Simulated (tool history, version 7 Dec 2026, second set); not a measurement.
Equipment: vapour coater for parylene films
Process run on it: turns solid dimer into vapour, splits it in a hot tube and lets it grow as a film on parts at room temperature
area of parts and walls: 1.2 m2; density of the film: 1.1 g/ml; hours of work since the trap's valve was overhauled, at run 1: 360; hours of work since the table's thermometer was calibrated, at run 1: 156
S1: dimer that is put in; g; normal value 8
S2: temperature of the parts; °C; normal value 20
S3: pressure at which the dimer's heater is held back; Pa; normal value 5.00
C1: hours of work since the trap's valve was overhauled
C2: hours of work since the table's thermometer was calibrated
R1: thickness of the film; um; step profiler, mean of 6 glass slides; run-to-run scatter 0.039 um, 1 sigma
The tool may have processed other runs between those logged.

run,hour,S1,S2,S3,C1,C2,R1
1,0.0,8,20,5.00,360,156,4.22
2,12.9,8,21,5.00,370,167,4.04
3,28.5,8,20,5.00,384,181,4.20
4,40.8,8,20,5.00,394,191,4.20
# hour 61.1: trap's valve overhauled
5,62.2,8,20,5.00,1,206,4.31
6,69.5,3,20,5.00,7,212,1.62
7,83.8,8,20,2.23,19,224,4.38
8,100.7,8,20,2.23,34,238,4.37
9,111.1,8,20,2.23,42,247,4.39
10,126.3,8,20,2.23,55,260,4.41
11,134.0,8,20,5.00,62,267,4.21
12,142.4,11,20,5.00,69,274,5.96
13,153.5,11,20,5.00,78,283,5.83
14,169.5,11,20,5.00,92,297,5.80
15,182.0,11,20,5.00,102,307,5.79
16,196.0,8,20,4.24,114,319,4.26
17,206.9,8,14,5.00,124,328,5.42
18,220.6,8,20,5.00,135,340,4.26
19,233.3,8,20,5.00,146,351,4.27
20,243.9,8,20,5.00,155,360,4.25
21,255.5,8,20,5.00,165,370,4.21
22,267.7,8,20,5.00,175,380,4.23
23,276.1,8,20,5.00,182,387,4.18
24,284.7,10,17,4.77,189,394,6.01
25,300.5,10,17,4.77,203,408,6.02
26,308.3,10,17,4.77,209,414,6.03
27,319.2,14,16,4.77,219,423,8.86
28,332.4,14,16,4.77,230,435,8.71
29,348.6,8,20,5.00,244,448,4.19
30,361.1,7,22,6.22,254,459,3.38
31,375.6,7,22,6.22,266,471,3.40
32,383.7,10,24,5.00,273,478,4.41
33,391.5,11,20,2.93,280,485,5.96
34,401.0,8,21,5.00,288,493,4.06
35,416.9,5,20,5.00,302,506,2.64
36,426.8,3,17,2.61,310,515,1.86
37,434.4,3,17,2.61,316,521,1.87
38,446.7,3,17,2.61,327,532,1.81
39,459.5,3,17,3.68,338,542,1.81
40,476.2,12,23,2.67,352,556,5.75
41,488.6,8,29,5.00,362,567,2.90
42,506.2,8,29,5.00,377,582,2.91
43,518.7,7,15,2.54,388,593,4.70
44,526.2,12,13,5.00,394,599,8.60
45,541.5,7,20,5.00,407,612,3.69
# hour 546.6: trap's valve overhauled
46,557.9,13,20,3.91,10,622,7.02

Branching from run 46: 4 alternative next runs. What would each branch give?
A,573.5,8,25,5.00,23,636,?
B,573.5,5,20,2.49,23,636,?
C,573.5,13,20,5.97,23,636,?
D,573.5,11,23,3.22,23,636,?

run,R1
A,3.35
B,2.75
C,6.83
D,5.30
Without the tool's unlogged condition, the same runs would have read:
run,R1
A,3.35
B,2.75
C,6.83
D,5.30

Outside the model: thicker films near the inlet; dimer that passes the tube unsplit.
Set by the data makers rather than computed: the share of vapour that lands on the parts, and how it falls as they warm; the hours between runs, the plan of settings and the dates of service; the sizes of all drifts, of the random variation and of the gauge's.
